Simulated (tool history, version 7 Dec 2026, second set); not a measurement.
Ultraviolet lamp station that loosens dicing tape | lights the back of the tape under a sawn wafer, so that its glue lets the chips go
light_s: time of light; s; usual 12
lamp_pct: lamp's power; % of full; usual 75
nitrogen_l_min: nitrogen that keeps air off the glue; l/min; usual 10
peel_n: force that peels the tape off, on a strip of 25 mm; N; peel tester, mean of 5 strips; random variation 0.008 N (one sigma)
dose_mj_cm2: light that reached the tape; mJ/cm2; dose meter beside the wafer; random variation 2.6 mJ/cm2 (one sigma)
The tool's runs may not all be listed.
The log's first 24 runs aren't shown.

| run | hour | light_s | lamp_pct | nitrogen_l_min | peel_n | dose_mj_cm2 |
|---|---|---|---|---|---|---|
| 25 | 387 | 12 | 63 | 9 | 0.532 | 247 |
| 26 | 406 | 12 | 63 | 9 | 0.545 | 243 |
| 27 | 426.4 | 12 | 63 | 9 | 0.549 | 246 |
| 28 | 446.7 | 12 | 63 | 9 | 0.535 | 241 |
| 29 | 461.4 | 20 | 82 | 7 | 0.14 | 520 |
| 30 | 472.5 | 9 | 98 | 13 | 0.387 | 281 |
| 31 | 494.3 | 22 | 75 | 18 | 0.108 | 521 |
| 32 | 504.6 | 22 | 75 | 18 | 0.1 | 518 |
| 33 | 526.5 | 22 | 75 | 18 | 0.109 | 512 |
| 34 | 540.9 | 12 | 62 | 15 | 0.493 | 232 |

Forecast each of these 4 alternatives for the next run:
| A | 555.7 | 7 | 70 | 8 | ? | ? |
| B | 555.7 | 6 | 68 | 12 | ? | ? |
| C | 555.7 | 22 | 83 | 5 | ? | ? |
| D | 555.7 | 8 | 63 | 11 | ? | ? |

| run | peel_n | dose_mj_cm2 |
|---|---|---|
| A | 1.097 | 150 |
| B | 1.209 | 126 |
| C | 0.143 | 564 |
| D | 1 | 156 |
Without the tool's hidden state the same runs would have given:
| run | peel_n | dose_mj_cm2 |
|---|---|---|
| A | 0.919 | 176 |
| B | 1.025 | 147 |
| C | 0.107 | 659 |
| D | 0.822 | 182 |
